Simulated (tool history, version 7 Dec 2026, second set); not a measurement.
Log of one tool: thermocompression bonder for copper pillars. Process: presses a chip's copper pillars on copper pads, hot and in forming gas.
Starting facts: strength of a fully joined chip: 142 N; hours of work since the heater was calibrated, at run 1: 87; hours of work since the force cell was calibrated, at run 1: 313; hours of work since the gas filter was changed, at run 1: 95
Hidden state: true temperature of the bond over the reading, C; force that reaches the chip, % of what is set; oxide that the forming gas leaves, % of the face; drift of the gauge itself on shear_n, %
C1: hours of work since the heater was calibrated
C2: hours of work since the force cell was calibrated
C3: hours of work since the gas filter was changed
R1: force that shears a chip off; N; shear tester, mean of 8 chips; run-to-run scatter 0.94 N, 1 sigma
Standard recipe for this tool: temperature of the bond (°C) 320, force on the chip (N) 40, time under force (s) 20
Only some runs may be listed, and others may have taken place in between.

{"run": 1, "hour": 0.0, "temperature of the bond (°C)": 320, "force on the chip (N)": 40, "time under force (s)": 20, "C1": 87, "C2": 313, "C3": 95, "R1": 78.9}
{"run": 2, "hour": 7.7, "temperature of the bond (°C)": 320, "force on the chip (N)": 40, "time under force (s)": 20, "C1": 90, "C2": 316, "C3": 99, "R1": 80.7}
{"run": 3, "hour": 16.5, "temperature of the bond (°C)": 320, "force on the chip (N)": 40, "time under force (s)": 16, "C1": 94, "C2": 320, "C3": 102, "R1": 74.6}
{"run": 4, "hour": 22.1, "temperature of the bond (°C)": 320, "force on the chip (N)": 40, "time under force (s)": 16, "C1": 96, "C2": 322, "C3": 105, "R1": 73.7}
{"run": 5, "hour": 28.4, "temperature of the bond (°C)": 320, "force on the chip (N)": 40, "time under force (s)": 20, "C1": 99, "C2": 325, "C3": 107, "R1": 79.9}
{"run": 6, "hour": 34.5, "temperature of the bond (°C)": 320, "force on the chip (N)": 52, "time under force (s)": 20, "C1": 101, "C2": 327, "C3": 110, "R1": 94.9}
{"run": 7, "hour": 39.9, "temperature of the bond (°C)": 320, "force on the chip (N)": 52, "time under force (s)": 20, "C1": 104, "C2": 330, "C3": 112, "R1": 95.0}
{"run": 8, "hour": 49.1, "temperature of the bond (°C)": 320, "force on the chip (N)": 52, "time under force (s)": 20, "C1": 108, "C2": 334, "C3": 116, "R1": 95.2}
{"run": 9, "hour": 56.5, "temperature of the bond (°C)": 320, "force on the chip (N)": 52, "time under force (s)": 20, "C1": 111, "C2": 337, "C3": 119, "R1": 95.2}
{"run": 10, "hour": 65.8, "temperature of the bond (°C)": 320, "force on the chip (N)": 52, "time under force (s)": 20, "C1": 115, "C2": 341, "C3": 123, "R1": 95.2}
{"run": 11, "hour": 70.9, "temperature of the bond (°C)": 311, "force on the chip (N)": 59, "time under force (s)": 40, "C1": 117, "C2": 343, "C3": 126, "R1": 106.7}
{"run": 12, "hour": 77.2, "temperature of the bond (°C)": 320, "force on the chip (N)": 25, "time under force (s)": 20, "C1": 119, "C2": 346, "C3": 128, "R1": 56.3}
{"run": 13, "hour": 82.4, "temperature of the bond (°C)": 320, "force on the chip (N)": 36, "time under force (s)": 58, "C1": 122, "C2": 348, "C3": 130, "R1": 100.2}
{"run": 14, "hour": 86.6, "temperature of the bond (°C)": 320, "force on the chip (N)": 36, "time under force (s)": 58, "C1": 123, "C2": 350, "C3": 132, "R1": 101.1}
{"run": 15, "hour": 94.5, "temperature of the bond (°C)": 307, "force on the chip (N)": 36, "time under force (s)": 30, "C1": 127, "C2": 353, "C3": 136, "R1": 70.7}
{"run": 16, "hour": 98.4, "temperature of the bond (°C)": 293, "force on the chip (N)": 29, "time under force (s)": 26, "C1": 128, "C2": 355, "C3": 137, "R1": 46.7}
{"run": 17, "hour": 106.8, "temperature of the bond (°C)": 323, "force on the chip (N)": 27, "time under force (s)": 12, "C1": 132, "C2": 358, "C3": 141, "R1": 49.3}
{"run": 18, "hour": 113.9, "temperature of the bond (°C)": 323, "force on the chip (N)": 27, "time under force (s)": 12, "C1": 135, "C2": 361, "C3": 144, "R1": 50.2}
{"run": 19, "hour": 123.0, "temperature of the bond (°C)": 323, "force on the chip (N)": 27, "time under force (s)": 12, "C1": 139, "C2": 365, "C3": 148, "R1": 51.0}
{"run": 20, "hour": 130.8, "temperature of the bond (°C)": 303, "force on the chip (N)": 38, "time under force (s)": 19, "C1": 142, "C2": 368, "C3": 151, "R1": 60.5}

Forecast each of these 4 alternatives for the next run:
{"run": "A", "hour": 139.3, "temperature of the bond (°C)": 303, "force on the chip (N)": 29, "time under force (s)": 19, "C1": 146, "C2": 372, "C3": 155, "R1": "?"}
{"run": "B", "hour": 139.3, "temperature of the bond (°C)": 303, "force on the chip (N)": 44, "time under force (s)": 41, "C1": 146, "C2": 372, "C3": 155, "R1": "?"}
{"run": "C", "hour": 139.3, "temperature of the bond (°C)": 313, "force on the chip (N)": 38, "time under force (s)": 19, "C1": 146, "C2": 372, "C3": 155, "R1": "?"}
{"run": "D", "hour": 139.3, "temperature of the bond (°C)": 327, "force on the chip (N)": 38, "time under force (s)": 19, "C1": 146, "C2": 372, "C3": 155, "R1": "?"}

run=A R1=47.6
run=B R1=86.2
run=C R1=67.8
run=D R1=81.6
What these runs would have given with no unlogged condition in the tool:
run=A R1=47.3
run=B R1=86.4
run=C R1=67.7
run=D R1=81.7

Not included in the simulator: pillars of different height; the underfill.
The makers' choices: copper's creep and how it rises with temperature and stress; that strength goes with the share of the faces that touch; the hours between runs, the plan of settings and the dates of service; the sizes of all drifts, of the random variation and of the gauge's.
